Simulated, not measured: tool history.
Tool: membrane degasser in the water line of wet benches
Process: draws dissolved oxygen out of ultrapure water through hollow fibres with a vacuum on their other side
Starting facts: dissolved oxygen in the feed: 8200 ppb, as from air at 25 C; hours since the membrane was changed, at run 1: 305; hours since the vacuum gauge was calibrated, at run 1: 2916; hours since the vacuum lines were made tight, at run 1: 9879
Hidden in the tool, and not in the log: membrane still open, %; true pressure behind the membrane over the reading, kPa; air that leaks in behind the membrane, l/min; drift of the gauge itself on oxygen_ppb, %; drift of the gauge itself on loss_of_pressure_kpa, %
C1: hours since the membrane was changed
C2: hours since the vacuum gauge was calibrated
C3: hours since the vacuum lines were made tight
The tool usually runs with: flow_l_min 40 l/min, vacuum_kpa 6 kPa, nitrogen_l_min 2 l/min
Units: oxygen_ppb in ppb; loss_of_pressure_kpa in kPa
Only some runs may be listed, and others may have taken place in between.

run 1 hour=0 | flow_l_min=40 vacuum_kpa=6 nitrogen_l_min=2 | C1=305 C2=2916 C3=9879 | oxygen_ppb=127.1 loss_of_pressure_kpa=51.94
run 2 hour=99 | flow_l_min=40 vacuum_kpa=6 nitrogen_l_min=2 | C1=404 C2=3015 C3=9978 | oxygen_ppb=126.5 loss_of_pressure_kpa=52
run 3 hour=151.2 | flow_l_min=40 vacuum_kpa=6 nitrogen_l_min=2 | C1=456 C2=3067 C3=10031 | oxygen_ppb=126.8 loss_of_pressure_kpa=52.09
run 4 hour=234.5 | flow_l_min=40 vacuum_kpa=6 nitrogen_l_min=2 | C1=539 C2=3151 C3=10114 | oxygen_ppb=127.5 loss_of_pressure_kpa=52.02
run 5 hour=303.7 | flow_l_min=40 vacuum_kpa=6 nitrogen_l_min=1.79 | C1=608 C2=3220 C3=10183 | oxygen_ppb=139 loss_of_pressure_kpa=52.22
run 6 hour=370.2 | flow_l_min=40 vacuum_kpa=6 nitrogen_l_min=1.79 | C1=675 C2=3286 C3=10250 | oxygen_ppb=139.4 loss_of_pressure_kpa=52.16
run 7 hour=458.2 | flow_l_min=40 vacuum_kpa=6 nitrogen_l_min=1.79 | C1=763 C2=3374 C3=10338 | oxygen_ppb=139.2 loss_of_pressure_kpa=52.12
run 8 hour=505 | flow_l_min=41 vacuum_kpa=6 nitrogen_l_min=1.79 | C1=810 C2=3421 C3=10384 | oxygen_ppb=143.6 loss_of_pressure_kpa=53.36
run 9 hour=595.9 | flow_l_min=41 vacuum_kpa=6 nitrogen_l_min=1.79 | C1=901 C2=3512 C3=10475 | oxygen_ppb=142.3 loss_of_pressure_kpa=53.87
run 10 hour=663.8 | flow_l_min=41 vacuum_kpa=6 nitrogen_l_min=1.79 | C1=969 C2=3580 C3=10543 | oxygen_ppb=142.9 loss_of_pressure_kpa=53.51
run 11 hour=721.6 | flow_l_min=40 vacuum_kpa=6 nitrogen_l_min=2 | C1=1026 C2=3638 C3=10601 | oxygen_ppb=126.3 loss_of_pressure_kpa=52.05
run 12 hour=781.4 | flow_l_min=40 vacuum_kpa=6 nitrogen_l_min=2 | C1=1086 C2=3697 C3=10661 | oxygen_ppb=127.3 loss_of_pressure_kpa=52.28
run 13 hour=830.4 | flow_l_min=40 vacuum_kpa=6 nitrogen_l_min=2 | C1=1135 C2=3746 C3=10710 | oxygen_ppb=126.4 loss_of_pressure_kpa=52.37
run 14 hour=926 | flow_l_min=40 vacuum_kpa=6 nitrogen_l_min=2 | C1=1231 C2=3842 C3=10805 | oxygen_ppb=128.2 loss_of_pressure_kpa=52.28
run 15 hour=970.9 | flow_l_min=31 vacuum_kpa=6 nitrogen_l_min=2 | C1=1276 C2=3887 C3=10850 | oxygen_ppb=101.2 loss_of_pressure_kpa=40.55
-- hour=989.6 seals of the vacuum lines changed
run 16 hour=1055.3 | flow_l_min=25 vacuum_kpa=6 nitrogen_l_min=2 | C1=1358 C2=3969 C3=66 | oxygen_ppb=82.7 loss_of_pressure_kpa=32.87
run 17 hour=1103.9 | flow_l_min=25 vacuum_kpa=6 nitrogen_l_min=2 | C1=1407 C2=4018 C3=114 | oxygen_ppb=83 loss_of_pressure_kpa=32.83
run 18 hour=1168.4 | flow_l_min=46 vacuum_kpa=6.54 nitrogen_l_min=3.8 | C1=1471 C2=4082 C3=179 | oxygen_ppb=98.7 loss_of_pressure_kpa=60.48
run 19 hour=1254.2 | flow_l_min=46 vacuum_kpa=6.54 nitrogen_l_min=3.8 | C1=1557 C2=4168 C3=265 | oxygen_ppb=98.5 loss_of_pressure_kpa=60.06
run 20 hour=1350.5 | flow_l_min=46 vacuum_kpa=6.54 nitrogen_l_min=3.8 | C1=1653 C2=4265 C3=361 | oxygen_ppb=99.1 loss_of_pressure_kpa=60.09
run 21 hour=1408.4 | flow_l_min=46 vacuum_kpa=6.54 nitrogen_l_min=3.8 | C1=1711 C2=4322 C3=419 | oxygen_ppb=99.8 loss_of_pressure_kpa=60.12

Predict the results of run 22:
run 22 hour=1452.8 | flow_l_min=46 vacuum_kpa=6.54 nitrogen_l_min=3.8 | C1=1756 C2=4367 C3=463 | oxygen_ppb=? loss_of_pressure_kpa=?

{"run 22": {"oxygen_ppb": 99.8, "loss_of_pressure_kpa": 60.15}}
The same run, on a tool lacking any hidden state, would have yielded oxygen_ppb 97.7 ppb, loss_of_pressure_kpa 59.58 kPa.
